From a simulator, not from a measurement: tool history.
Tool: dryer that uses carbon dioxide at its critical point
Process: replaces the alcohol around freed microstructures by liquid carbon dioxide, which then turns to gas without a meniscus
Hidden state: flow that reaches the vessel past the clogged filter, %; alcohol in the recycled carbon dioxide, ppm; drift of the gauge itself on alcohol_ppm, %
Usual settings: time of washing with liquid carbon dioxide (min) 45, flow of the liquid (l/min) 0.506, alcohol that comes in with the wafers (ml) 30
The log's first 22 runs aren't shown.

run,day,time of washing with liquid carbon dioxide (min),flow of the liquid (l/min),alcohol that comes in with the wafers (ml),hours of work since the filter was changed,hours of work since the purifier's bed was changed,alcohol left in the vessel before it's heated (ppm by volume)
23,7.979,43,0.506,30,92,82,174
24,8.408,43,0.506,30,95,86,173
25,8.712,43,0.506,30,98,88,180
26,9.033,45,0.521,52,100,90,213
27,9.500,45,0.352,56,103,93,891
28,9.850,45,0.352,56,106,96,874
29,10.208,45,0.352,56,108,99,887
30,10.692,68,0.352,22,112,102,115
31,11.188,62,0.366,32,115,106,183
32,11.471,45,0.403,30,117,108,324
33,11.917,45,0.403,30,121,111,333
34,12.404,45,0.361,30,124,114,447
35,12.892,45,0.506,116,128,118,521
36,13.212,54,0.606,35,130,120,58
37,13.658,54,0.510,35,133,123,111
38,14.071,54,0.510,74,136,126,177
39,14.538,46,0.833,20,139,130,49
40,14.850,46,0.478,33,142,132,210
41,15.104,46,0.478,33,144,134,212
42,15.425,38,0.506,30,146,136,284
43,15.904,38,0.506,30,149,140,294
44,16.388,38,0.506,30,153,143,281
45,16.800,38,0.506,30,156,146,304
46,17.046,45,0.506,49,158,148,257
47,17.312,45,0.506,49,159,150,255

3 ways to go on from here, each from the tool as it stands after run 47. What would each give?
A,17.608,48,0.382,49,162,152,?
B,17.608,45,0.660,107,162,152,?
C,17.608,59,0.363,28,162,152,?

run,alcohol left in the vessel before it's heated (ppm by volume)
A,546
B,163
C,226
Without the tool's hidden state the same runs would have given:
run,alcohol left in the vessel before it's heated (ppm by volume)
A,429
B,90
C,151
